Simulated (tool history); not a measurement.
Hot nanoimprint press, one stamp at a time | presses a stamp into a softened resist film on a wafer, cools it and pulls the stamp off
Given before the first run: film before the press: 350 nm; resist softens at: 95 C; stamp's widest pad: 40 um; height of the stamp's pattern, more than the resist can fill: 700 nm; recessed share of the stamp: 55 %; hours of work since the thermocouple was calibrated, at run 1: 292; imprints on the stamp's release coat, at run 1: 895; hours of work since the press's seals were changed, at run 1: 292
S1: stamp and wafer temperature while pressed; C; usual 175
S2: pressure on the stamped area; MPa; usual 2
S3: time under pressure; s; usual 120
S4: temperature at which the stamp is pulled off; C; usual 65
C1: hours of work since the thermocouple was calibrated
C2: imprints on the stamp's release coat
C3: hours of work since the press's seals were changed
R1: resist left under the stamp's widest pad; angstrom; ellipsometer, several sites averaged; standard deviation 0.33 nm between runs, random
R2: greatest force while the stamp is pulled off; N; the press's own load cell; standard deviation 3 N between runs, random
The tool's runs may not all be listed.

run	hour	S1	S2	S3	S4	C1	C2	C3	R1	R2
1	0	175	2	120	65	292	895	292	2019	146
2	30.3	175	2	120	65	313	964	313	2025	143
3	54.5	175	2	120	67	329	1020	329	2028	140
# hour 73.6: plate thermocouple calibrated
4	88.5	175	2	120	65	10	1091	350	2031	142
5	129.5	175	2	120	65	37	1185	377	2031	148
# hour 139.5: stamp cleaned and given a new release coat
6	179.7	175	2	120	65	67	92	407	2029	145
7	210.8	174	2	120	65	88	164	427	2114	143
8	244.4	175	2	221	65	110	241	450	1646	148
9	266	175	2	120	65	125	291	464	2035	145
10	307.3	175	2	120	65	152	386	492	2039	146
11	338.8	175	2	120	65	173	458	513	2038	144
12	365.9	175	2	120	65	192	520	531	2041	149
13	400	175	2	120	61	214	599	554	2040	159
# hour 426.3: gauge calibrated
14	442.1	175	2	220	61	243	696	582	1640	155
15	479.2	175	2	220	61	267	781	607	1644	158
16	518.5	175	1.24	133	58	294	871	633	2330	166
17	555.7	175	2	98	65	319	957	658	2163	145
# hour 588.7: plate thermocouple calibrated
18	595	163	2	237	65	4	1040	683	2581	140
19	618.1	175	1.23	186	65	20	1093	698	2124	141
20	656.9	175	1.23	186	65	46	1183	724	2123	139
# hour 669.7: stamp cleaned and given a new release coat
21	697.4	180	2	86	65	69	64	747	1872	147
22	741.2	181	2	120	68	98	165	776	1595	134
23	782.4	181	2	120	68	126	259	804	1601	138
24	826.5	187	2.93	218	59	155	361	833	794	163
25	845.7	187	3.1	98	59	168	405	846	1092	164
# hour 874.9: press's hydraulic seals changed and the load cell set to zero
26	885.1	175	2.64	150	64	189	477	7	1687	148
27	904.1	175	2.64	150	64	202	521	20	1686	149

Predict each of these 4 candidate next runs independently; none follows another, all start after run 27:
A	933.6	175	2	120	54	221	588	39	?	?
B	933.6	175	2	72	63	221	588	39	?	?
C	933.6	170	2.64	150	64	221	588	39	?	?
D	933.6	175	2.64	129	51	221	588	39	?	?

run	R1	R2
A	2044	175
B	2370	147
C	2087	149
D	1785	179
Had the tool no hidden state, the same runs would have come out as:
run	R1	R2
A	2025	175
B	2348	146
C	2068	148
D	1768	178
